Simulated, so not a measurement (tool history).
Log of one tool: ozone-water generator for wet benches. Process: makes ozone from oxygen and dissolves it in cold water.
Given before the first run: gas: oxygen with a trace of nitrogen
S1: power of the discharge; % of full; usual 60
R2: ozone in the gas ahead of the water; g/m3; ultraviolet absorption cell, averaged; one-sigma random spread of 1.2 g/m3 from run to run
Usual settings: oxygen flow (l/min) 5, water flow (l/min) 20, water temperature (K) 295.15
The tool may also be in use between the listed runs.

{"run": 1, "hour": 0.0, "S1": 60, "oxygen flow (l/min)": 5, "water flow (l/min)": 20, "water temperature (K)": 295.15, "dissolved ozone (ppm)": 23.3, "R2": 210.2}
{"run": 2, "hour": 19.9, "S1": 60, "oxygen flow (l/min)": 5, "water flow (l/min)": 20, "water temperature (K)": 295.15, "dissolved ozone (ppm)": 23.1, "R2": 209.8}
{"run": 3, "hour": 41.0, "S1": 60, "oxygen flow (l/min)": 5, "water flow (l/min)": 20, "water temperature (K)": 295.15, "dissolved ozone (ppm)": 22.9, "R2": 210.2}
{"run": 4, "hour": 62.9, "S1": 60, "oxygen flow (l/min)": 7.37, "water flow (l/min)": 20, "water temperature (K)": 295.15, "dissolved ozone (ppm)": 21.7, "R2": 165.2}
{"run": 5, "hour": 76.6, "S1": 53, "oxygen flow (l/min)": 5, "water flow (l/min)": 20, "water temperature (K)": 295.15, "dissolved ozone (ppm)": 21.6, "R2": 198.9}
{"run": 6, "hour": 90.2, "S1": 53, "oxygen flow (l/min)": 5, "water flow (l/min)": 20, "water temperature (K)": 295.15, "dissolved ozone (ppm)": 22, "R2": 197.6}
{"run": 7, "hour": 111.1, "S1": 60, "oxygen flow (l/min)": 5, "water flow (l/min)": 20, "water temperature (K)": 295.15, "dissolved ozone (ppm)": 23.4, "R2": 209.8}
{"run": 8, "hour": 132.0, "S1": 60, "oxygen flow (l/min)": 5.37, "water flow (l/min)": 20, "water temperature (K)": 295.15, "dissolved ozone (ppm)": 22.8, "R2": 201.1}
{"run": 9, "hour": 153.2, "S1": 60, "oxygen flow (l/min)": 5.37, "water flow (l/min)": 15, "water temperature (K)": 295.15, "dissolved ozone (ppm)": 27.5, "R2": 202.3}
{"hour": 159.6, "done": "contactor cleaned"}
{"run": 10, "hour": 187.4, "S1": 60, "oxygen flow (l/min)": 4.57, "water flow (l/min)": 15, "water temperature (K)": 295.15, "dissolved ozone (ppm)": 28.2, "R2": 222.3}
{"run": 11, "hour": 202.5, "S1": 60, "oxygen flow (l/min)": 4.57, "water flow (l/min)": 15, "water temperature (K)": 295.15, "dissolved ozone (ppm)": 28, "R2": 222.1}
{"run": 12, "hour": 221.4, "S1": 60, "oxygen flow (l/min)": 4.57, "water flow (l/min)": 15, "water temperature (K)": 295.15, "dissolved ozone (ppm)": 28.2, "R2": 222.8}
{"run": 13, "hour": 246.2, "S1": 82, "oxygen flow (l/min)": 4.57, "water flow (l/min)": 15, "water temperature (K)": 295.15, "dissolved ozone (ppm)": 32.6, "R2": 259.3}
{"run": 14, "hour": 276.8, "S1": 60, "oxygen flow (l/min)": 5, "water flow (l/min)": 20, "water temperature (K)": 295.15, "dissolved ozone (ppm)": 22.5, "R2": 210.3}
{"hour": 285.9, "done": "contactor cleaned, once more"}
{"run": 15, "hour": 303.4, "S1": 60, "oxygen flow (l/min)": 5, "water flow (l/min)": 20, "water temperature (K)": 295.15, "dissolved ozone (ppm)": 23.4, "R2": 210.9}
{"run": 16, "hour": 323.6, "S1": 60, "oxygen flow (l/min)": 5, "water flow (l/min)": 20, "water temperature (K)": 295.15, "dissolved ozone (ppm)": 23.5, "R2": 209.3}
{"run": 17, "hour": 345.8, "S1": 60, "oxygen flow (l/min)": 5, "water flow (l/min)": 20, "water temperature (K)": 295.15, "dissolved ozone (ppm)": 23.5, "R2": 207.6}
{"run": 18, "hour": 374.8, "S1": 43, "oxygen flow (l/min)": 5, "water flow (l/min)": 20, "water temperature (K)": 295.15, "dissolved ozone (ppm)": 20.1, "R2": 178.1}
{"run": 19, "hour": 403.2, "S1": 43, "oxygen flow (l/min)": 5, "water flow (l/min)": 20, "water temperature (K)": 295.15, "dissolved ozone (ppm)": 19.9, "R2": 176.4}

Estimate the outcome of run 20 from the log above:
{"run": 20, "hour": 432.2, "S1": 49, "oxygen flow (l/min)": 8.18, "water flow (l/min)": 13, "water temperature (K)": 298.15, "dissolved ozone (ppm)": "?", "R2": "?"}

dissolved ozone (ppm): 22.4
R2: 138.9 g/m3
Minus the tool's unlogged condition, the same run would have read dissolved ozone (ppm) 22.9, R2 140.8 g/m3.
